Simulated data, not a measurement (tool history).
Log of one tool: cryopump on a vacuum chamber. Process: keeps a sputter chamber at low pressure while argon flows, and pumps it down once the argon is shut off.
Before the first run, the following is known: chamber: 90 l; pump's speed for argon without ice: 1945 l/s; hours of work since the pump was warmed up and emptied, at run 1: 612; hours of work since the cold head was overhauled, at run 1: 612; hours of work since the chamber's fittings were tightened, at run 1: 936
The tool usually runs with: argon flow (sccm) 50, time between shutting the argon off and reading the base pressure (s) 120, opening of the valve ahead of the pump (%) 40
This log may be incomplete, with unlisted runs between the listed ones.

run,day,argon flow (sccm),time between shutting the argon off and reading the base pressure (s),opening of the valve ahead of the pump (%),hours of work since the pump was warmed up and emptied,hours of work since the cold head was overhauled,hours of work since the chamber's fittings were tightened,pressure while argon flows (Pa),pressure after the wait (uPa)
1,0,50,120,40,612,612,936,0.1137,0.77
2,0.688,50,80,40,624,624,948,0.1144,0.99
3,1.579,50,80,40,639,639,963,0.1146,0.92
4,2.046,50,80,40,647,647,971,0.1142,0.9
5,2.733,50,80,40,659,659,983,0.1149,0.93
6,3.146,24,80,40,666,666,990,0.0538,0.92
7,3.688,24,80,40,676,676,999,0.055,0.88
8,4.096,24,80,40,683,683,1006,0.0554,0.96
9,4.638,50,120,40,692,692,1016,0.1139,0.78
10,5.479,28,120,40,707,707,1030,0.0636,0.75
11,6.138,50,25,20,718,718,1042,0.2216,2.13
12,6.971,50,25,20,733,733,1056,0.2223,2.01
13,7.546,50,25,20,743,743,1066,0.2245,2.15
14,8.012,24,23,20,751,751,1074,0.1072,2.34
15,8.579,24,23,52,761,761,1084,0.043,2.26
16,9.188,64,51,52,771,771,1095,0.1156,1.3
17,9.654,64,51,52,779,779,1103,0.1167,1.25
18,10.092,63,25,31,787,787,1110,0.1846,2.05
19,10.808,50,39,40,799,799,1123,0.1164,1.48
20,11.471,22,134,40,811,811,1134,0.0502,0.76

5 ways to go on from here, each from the tool as it stands after run 20. What would each give?
A,12.242,35,118,54,824,824,1147,?,?
B,12.242,22,89,40,824,824,1147,?,?
C,12.242,22,134,29,824,824,1147,?,?
D,12.242,69,202,40,824,824,1147,?,?
E,12.242,28,50,17,824,824,1147,?,?

run,pressure while argon flows (Pa),pressure after the wait (uPa)
A,0.0608,0.8
B,0.0503,0.94
C,0.0695,0.75
D,0.1594,0.66
E,0.1484,1.3
With no hidden state in the tool, these same runs would have given:
run,pressure while argon flows (Pa),pressure after the wait (uPa)
A,0.0559,0.48
B,0.0472,0.61
C,0.0664,0.43
D,0.1497,0.34
E,0.1444,0.97

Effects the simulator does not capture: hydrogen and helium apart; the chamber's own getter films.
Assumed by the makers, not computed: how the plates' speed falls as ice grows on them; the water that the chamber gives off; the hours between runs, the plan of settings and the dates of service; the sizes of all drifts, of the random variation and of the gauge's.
